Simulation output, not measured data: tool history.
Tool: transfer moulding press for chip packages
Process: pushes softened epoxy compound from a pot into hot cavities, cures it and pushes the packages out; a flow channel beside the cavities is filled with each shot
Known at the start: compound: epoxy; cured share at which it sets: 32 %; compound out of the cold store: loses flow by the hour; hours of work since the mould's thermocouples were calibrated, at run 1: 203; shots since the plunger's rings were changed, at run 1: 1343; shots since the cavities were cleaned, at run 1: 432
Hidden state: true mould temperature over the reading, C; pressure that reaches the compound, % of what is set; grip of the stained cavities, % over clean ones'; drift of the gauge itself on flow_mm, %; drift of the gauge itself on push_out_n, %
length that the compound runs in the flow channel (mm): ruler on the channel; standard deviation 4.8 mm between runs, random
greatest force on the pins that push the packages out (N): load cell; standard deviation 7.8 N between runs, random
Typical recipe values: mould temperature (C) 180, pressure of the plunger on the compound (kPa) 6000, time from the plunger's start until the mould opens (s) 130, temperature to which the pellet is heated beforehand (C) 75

run	hour	mould temperature (C)	pressure of the plunger on the compound (kPa)	time from the plunger's start until the mould opens (s)	temperature to which the pellet is heated beforehand (C)	hours of work since the mould's thermocouples were calibrated	shots since the plunger's rings were changed	shots since the cavities were cleaned	incoming compound's hours out of the cold store	length that the compound runs in the flow channel (mm)	greatest force on the pins that push the packages out (N)
1	0	180	6000	130	75	203	1343	432	44.2	793	459
2	32.5	180	6000	130	75	220	1591	680	31.6	836	502
# hour 43: cavities cleaned with cleaning compound and waxed
3	86.4	180	6000	130	75	249	1991	331	47.9	788	445
4	117.4	180	6000	130	75	267	2228	568	27.2	837	490
# hour 144.1: cavities cleaned with cleaning compound and waxed
5	169.5	180	6000	130	75	294	2614	194	21.3	851	401
6	200.1	180	4880	130	75	311	2847	427	18.9	769	469
# hour 243.6: cavities cleaned with cleaning compound and waxed
7	246.7	180	4880	130	75	336	3192	24	38.9	710	339
8	304.1	180	4880	130	75	368	3630	462	21.2	746	464
# hour 341.2: cavities cleaned with cleaning compound and waxed
9	341.2	180	6880	130	75	388	3902	0	16.1	906	333
10	397.3	174	5100	125	83	419	4330	428	24.4	771	617
# hour 440.9: cavities cleaned with cleaning compound and waxed
11	467	172	4740	125	73	456	4850	199	35.9	715	581
12	519.6	180	7080	136	72	485	5251	600	10.5	912	487
# hour 542.3: cavities cleaned with cleaning compound and waxed
13	559.5	180	7080	136	72	506	5545	132	45.9	799	367
14	606.6	180	7080	136	72	532	5904	491	10.5	901	454
# hour 643.5: cavities cleaned with cleaning compound and waxed
15	659	180	7080	163	65	561	6293	118	29.2	838	352
16	696.7	180	7080	163	65	581	6580	405	36.7	815	407

Run 17 is up next; what results do you expect?
# hour 729.9: plunger's sealing rings changed
17	737.8	183	5560	130	69	603	60	700	23.9	?	?

For run 17 the tool returned length that the compound runs in the flow channel (mm) 823, greatest force on the pins that push the packages out (N) 494.
On a tool with no hidden condition, and with the same random variation, this run would have come out at length that the compound runs in the flow channel (mm) 829, greatest force on the pins that push the packages out (N) 316.
